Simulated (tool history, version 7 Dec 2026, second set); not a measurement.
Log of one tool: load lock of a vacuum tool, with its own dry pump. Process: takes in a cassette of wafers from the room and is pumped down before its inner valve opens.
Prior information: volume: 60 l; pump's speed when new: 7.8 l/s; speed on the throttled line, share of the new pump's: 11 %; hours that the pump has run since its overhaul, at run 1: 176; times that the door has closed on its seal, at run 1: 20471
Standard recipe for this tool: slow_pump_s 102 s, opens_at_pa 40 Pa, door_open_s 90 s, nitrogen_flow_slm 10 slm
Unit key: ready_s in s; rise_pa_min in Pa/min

run    hour  slow_pump_s  opens_at_pa  door_open_s  nitrogen_flow_slm  hours that the pump has run since its overhaul  times that the door has closed on its seal  incoming humidity of the room's air, %  ready_s  rise_pa_min
  1       0          102           40           90                 10                                             176                                       20471                                    46.5    150.7         0.43
  2    95.5          102           40           90                 10                                             271                                       20827                                    47.8    150.4         0.43
  3     196          102           40           90                 10                                             371                                       21202                                      41    150.3        0.439
  4   260.4          102           40           90                 44                                             436                                       21443                                    48.7    151.1        0.438
  5   320.7          102           40           90                 44                                             496                                       21668                                    41.9    152.1         0.43
  6   422.9          102           40           90                 44                                             598                                       22049                                    46.5    151.3        0.446
  7   500.4          102           40           90                 44                                             676                                       22339                                    42.2    150.6        0.446
  8   565.5          102           40           90                 44                                             741                                       22582                                    44.9    151.6        0.464
  9   620.2          102           40           90                 44                                             796                                       22786                                    45.6    151.7         0.47
 10   677.1          102           40           90                 44                                             853                                       22998                                    47.1    151.4        0.468
 11   765.3          102           40           90                 44                                             941                                       23328                                    44.1    151.9        0.489
 12   835.5          102           40           90                 44                                            1011                                       23589                                    45.4    151.7         0.49
 13   917.7          102           40           90                 44                                            1093                                       23896                                    47.8    152.4        0.514
 14  1023.2          102           40           90                 44                                            1199                                       24290                                    45.8    152.1        0.518
 15  1104.1           56           40           90                 10                                            1280                                       24592                                    44.7    111.2        0.546
 16  1180.3          102           73           90                 10                                            1356                                       24877                                      44    147.7        0.573
 17  1256.7          102           40           48                 10                                            1432                                       25162                                    45.5    151.7        0.565
 18  1351.5           70           40           90                 10                                            1527                                       25516                                    44.1    123.6        0.587
 19  1405.6           70           40           90                 10                                            1581                                       25718                                    45.4    123.2        0.595
 20  1468.9          102           40          102                 17                                            1644                                       25954                                    41.6    151.8        0.598
 21  1566.6          102           40          102                 17                                            1742                                       26319                                    44.5    152.5         0.61
 22  1638.4          126           40          102                 17                                            1814                                       26587                                    40.6    173.8        0.625
 23  1694.9          126           40          102                 17                                            1870                                       26797                                    44.9    173.7        0.623
 24  1761.2           87           45          168                  9                                            1937                                       27045                                    47.2    138.2        0.662
 25    1867           93           45           28                  9                                            2043                                       27440                                      48    143.2        0.639
 26  1961.8          111           28           31                 33                                            2137                                       27794                                    46.1    164.3        0.631
     2066.1  -- door's seal changed, seat wiped
 27  2070.2          114           49          178                 24                                            2244                                          16                                    45.9    161.8        0.045
 28  2143.7          102           39           90                 10                                            2318                                         290                                    45.4    153.2        0.051
 29  2220.8          102           45           93                 10                                            2395                                         578                                    45.4    152.2        0.051
 30  2283.1           67           40           77                 10                                            2457                                         811                                    45.5    121.4        0.047
 31  2347.8          127           35           90                 10                                            2522                                        1052                                    44.8    175.2        0.056
 32  2433.4          127           35           90                 10                                            2607                                        1372                                    41.8    176.5        0.052
 33  2527.4           74           35           90                 38                                            2701                                        1722                                    44.2    130.4        0.046
 34  2576.5           74           35           90                 38                                            2750                                        1906                                    49.2    129.6         0.04
 35  2668.4          102           51           26                  7                                            2842                                        2249                                    44.9    150.8        0.046
 36  2769.9          191           78           30                  9                                            2944                                        2628                                    44.6    226.9        0.059
 37  2858.7          104           40          165                 10                                            3033                                        2959                                    43.4    155.8        0.088

4 ways to go on from here, each from the tool as it stands after run 37. What would each give?
  A  2931          102           63           90                 10                                            3105                                        3229                                    45.8        ?            ?
  B  2931          102           40           33                 10                                            3105                                        3229                                    45.1        ?            ?
  C  2931           59           75          138                 10                                            3105                                        3229                                    46.2        ?            ?
  D  2931           94           55          165                 10                                            3105                                        3229                                    42.7        ?            ?

run  ready_s  rise_pa_min
  A    150.7        0.076
  B    153.8        0.067
  C    111.3        0.089
  D    144.6        0.083
Take away the tool's hidden state, keep each run's random variation, and the runs would have read:
run  ready_s  rise_pa_min
  A    147.8        0.047
  B    150.7        0.039
  C    108.1         0.06
  D    141.5        0.054
